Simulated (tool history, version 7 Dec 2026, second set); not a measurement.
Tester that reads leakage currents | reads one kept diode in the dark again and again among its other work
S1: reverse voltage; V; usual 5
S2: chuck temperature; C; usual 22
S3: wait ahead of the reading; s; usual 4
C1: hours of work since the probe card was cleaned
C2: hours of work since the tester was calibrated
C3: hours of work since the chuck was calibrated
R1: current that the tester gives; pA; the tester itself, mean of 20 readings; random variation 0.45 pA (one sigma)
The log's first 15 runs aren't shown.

run 16 hour=1823.3 | S1=5 S2=40 S3=4 | C1=499 C2=3765 C3=2011 | R1=548.24
run 17 hour=1984.3 | S1=5 S2=29 S3=4 | C1=592 C2=3858 C3=2103 | R1=250.85
run 18 hour=2052.4 | S1=5 S2=29 S3=4 | C1=631 C2=3897 C3=2142 | R1=250.88
run 19 hour=2181.1 | S1=5 S2=22 S3=4 | C1=705 C2=3971 C3=2216 | R1=147.1
-- hour=2299.9 chuck's temperature calibrated
run 20 hour=2335.2 | S1=5 S2=22 S3=4 | C1=792 C2=4058 C3=20 | R1=148.52
run 21 hour=2498.4 | S1=2.66 S2=23 S3=4.04 | C1=886 C2=4152 C3=114 | R1=126.6
run 22 hour=2581.4 | S1=1.12 S2=24 S3=9.08 | C1=934 C2=4200 C3=162 | R1=99.06
run 23 hour=2732 | S1=9.23 S2=42 S3=0.62 | C1=1020 C2=4286 C3=248 | R1=796.91
run 24 hour=2892.4 | S1=9.23 S2=42 S3=0.62 | C1=1112 C2=4378 C3=340 | R1=794.92
run 25 hour=3027.2 | S1=9.23 S2=42 S3=0.62 | C1=1190 C2=4456 C3=418 | R1=792.98
run 26 hour=3172.4 | S1=9.23 S2=42 S3=0.62 | C1=1273 C2=4539 C3=501 | R1=797.79
run 27 hour=3329.5 | S1=16.96 S2=43 S3=8.63 | C1=1364 C2=4629 C3=591 | R1=1063.56

Forecast run 28:
run 28 hour=3406.3 | S1=16.96 S2=43 S3=8.63 | C1=1408 C2=4674 C3=636 | R1=?

{"run 28": {"R1": 1063.63}}
Without the tool's hidden state the same run would have given R1 1063.59 pA.
